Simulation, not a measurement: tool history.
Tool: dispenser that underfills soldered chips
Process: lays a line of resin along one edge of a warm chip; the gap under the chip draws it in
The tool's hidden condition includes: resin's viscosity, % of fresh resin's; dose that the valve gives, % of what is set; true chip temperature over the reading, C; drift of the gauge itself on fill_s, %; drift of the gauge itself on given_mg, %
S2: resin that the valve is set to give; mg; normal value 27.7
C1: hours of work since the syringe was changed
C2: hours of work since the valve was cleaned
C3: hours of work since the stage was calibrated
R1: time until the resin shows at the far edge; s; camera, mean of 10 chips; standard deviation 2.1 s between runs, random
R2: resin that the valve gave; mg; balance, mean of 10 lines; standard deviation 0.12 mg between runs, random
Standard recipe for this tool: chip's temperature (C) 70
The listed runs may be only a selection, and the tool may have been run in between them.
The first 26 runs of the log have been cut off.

-- day=6.121 new syringe of resin
run 27 day=6.254 | chip's_temperature_(C)=64 S2=28 | C1=2 C2=12 C3=195 | R1=282.1 R2=27.51
run 28 day=6.408 | chip's_temperature_(C)=64 S2=28 | C1=5 C2=15 C3=197 | R1=304.1 R2=27.49
-- day=6.717 new syringe of resin
run 29 day=6.717 | chip's_temperature_(C)=60 S2=30.3 | C1=0 C2=20 C3=202 | R1=305.2 R2=29.38
run 30 day=6.892 | chip's_temperature_(C)=78 S2=35.7 | C1=3 C2=23 C3=205 | R1=170.1 R2=34.67
run 31 day=7.108 | chip's_temperature_(C)=78 S2=35.7 | C1=7 C2=26 C3=209 | R1=189.7 R2=34.77
-- day=7.304 new syringe of resin
run 32 day=7.329 | chip's_temperature_(C)=74 S2=28.5 | C1=0 C2=30 C3=212 | R1=186.2 R2=27.39
run 33 day=7.588 | chip's_temperature_(C)=70 S2=31 | C1=5 C2=34 C3=217 | R1=237 R2=29.81
run 34 day=7.817 | chip's_temperature_(C)=57 S2=24.6 | C1=9 C2=38 C3=220 | R1=466.7 R2=23.43
-- day=7.888 new syringe of resin
run 35 day=8.092 | chip's_temperature_(C)=63 S2=28 | C1=3 C2=42 C3=225 | R1=309.9 R2=26.49
run 36 day=8.362 | chip's_temperature_(C)=70 S2=33.3 | C1=8 C2=47 C3=229 | R1=264.9 R2=31.87
-- day=8.471 new syringe of resin
run 37 day=8.525 | chip's_temperature_(C)=70 S2=34.9 | C1=1 C2=49 C3=232 | R1=213.7 R2=33.1

Each row is a separate what-if for the run after 37, all from the same tool condition, not one after another. Results?
run A day=8.688 | chip's_temperature_(C)=78 S2=29.7 | C1=4 C2=52 C3=235 | R1=? R2=?
run B day=8.688 | chip's_temperature_(C)=60 S2=28.5 | C1=4 C2=52 C3=235 | R1=? R2=?
run C day=8.688 | chip's_temperature_(C)=70 S2=34.2 | C1=4 C2=52 C3=235 | R1=? R2=?

run=A R1=181 R2=28.23
run=B R1=356.2 R2=27.05
run=C R1=239.5 R2=32.53
The same runs, with their run-to-run variation unchanged, on a tool lacking any hidden condition would have given:
run=A R1=154.4 R2=29.87
run=B R1=302.2 R2=28.63
run=C R1=204.9 R2=34.42
